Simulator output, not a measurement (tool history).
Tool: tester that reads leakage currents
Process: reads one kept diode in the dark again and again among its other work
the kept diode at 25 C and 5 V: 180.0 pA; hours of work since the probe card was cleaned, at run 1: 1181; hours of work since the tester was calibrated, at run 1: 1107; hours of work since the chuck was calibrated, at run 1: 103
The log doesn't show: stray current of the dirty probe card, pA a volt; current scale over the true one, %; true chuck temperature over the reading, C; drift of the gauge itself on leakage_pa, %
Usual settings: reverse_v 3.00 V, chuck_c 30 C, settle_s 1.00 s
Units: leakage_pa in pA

| run | hour | reverse_v | chuck_c | settle_s | hours of work since the probe card was cleaned | hours of work since the tester was calibrated | hours of work since the chuck was calibrated | leakage_pa |
|---|---|---|---|---|---|---|---|---|
| 1 | 0.0 | 3.00 | 30 | 1.00 | 1181 | 1107 | 103 | 225.39 |
| 2 | 34.4 | 3.00 | 39 | 1.00 | 1205 | 1131 | 126 | 414.20 |
| 3 | 67.0 | 3.00 | 58 | 1.00 | 1227 | 1153 | 149 | 1378.16 |
| 4 | 86.8 | 19.90 | 30 | 1.00 | 1241 | 1166 | 162 | 449.13 |
| 5 | 120.4 | 3.00 | 30 | 1.00 | 1264 | 1189 | 185 | 223.16 |
|  | 141.5 | probe card cleaned and baked |
| 6 | 153.6 | 3.00 | 30 | 1.00 | 8 | 1210 | 206 | 217.30 |
| 7 | 177.0 | 3.00 | 42 | 1.00 | 24 | 1226 | 222 | 495.50 |
| 8 | 202.7 | 3.00 | 42 | 1.00 | 42 | 1243 | 239 | 498.09 |
| 9 | 244.3 | 3.00 | 42 | 1.00 | 70 | 1272 | 267 | 492.83 |
| 10 | 275.4 | 3.00 | 42 | 1.00 | 91 | 1293 | 289 | 498.14 |
| 11 | 307.7 | 3.00 | 38 | 1.00 | 113 | 1315 | 311 | 380.75 |
| 12 | 338.7 | 3.01 | 44 | 0.90 | 135 | 1336 | 332 | 565.78 |
| 13 | 358.3 | 11.23 | 45 | 1.00 | 148 | 1350 | 345 | 931.72 |
| 14 | 389.2 | 17.61 | 33 | 2.29 | 169 | 1371 | 366 | 486.21 |
| 15 | 414.4 | 2.59 | 29 | 5.23 | 186 | 1388 | 384 | 190.70 |
| 16 | 444.4 | 14.98 | 32 | 4.21 | 207 | 1408 | 404 | 430.47 |
| 17 | 485.9 | 14.98 | 32 | 4.21 | 235 | 1437 | 432 | 429.09 |
| 18 | 519.6 | 2.93 | 36 | 2.61 | 258 | 1460 | 455 | 324.87 |
| 19 | 551.5 | 2.93 | 36 | 2.61 | 280 | 1481 | 477 | 327.29 |
| 20 | 579.2 | 2.93 | 36 | 2.61 | 299 | 1500 | 496 | 327.51 |
| 21 | 606.7 | 3.00 | 21 | 6.35 | 317 | 1519 | 515 | 112.21 |
| 22 | 628.7 | 3.33 | 44 | 1.00 | 332 | 1534 | 530 | 580.84 |

The same runs without the tool's hidden state, with the same run-to-run variation:
| run | leakage_pa |
|---|---|
| 1 | 219.89 |
| 2 | 408.63 |
| 3 | 1372.07 |
| 4 | 413.74 |
| 5 | 218.19 |
| 6 | 218.00 |
| 7 | 497.03 |
| 8 | 499.93 |
| 9 | 495.11 |
| 10 | 500.84 |
| 11 | 383.12 |
| 12 | 569.63 |
| 13 | 937.02 |
| 14 | 486.99 |
| 15 | 192.27 |
| 16 | 431.34 |
| 17 | 429.92 |
| 18 | 328.48 |
| 19 | 331.14 |
| 20 | 331.56 |
| 21 | 113.03 |
| 22 | 588.85 |

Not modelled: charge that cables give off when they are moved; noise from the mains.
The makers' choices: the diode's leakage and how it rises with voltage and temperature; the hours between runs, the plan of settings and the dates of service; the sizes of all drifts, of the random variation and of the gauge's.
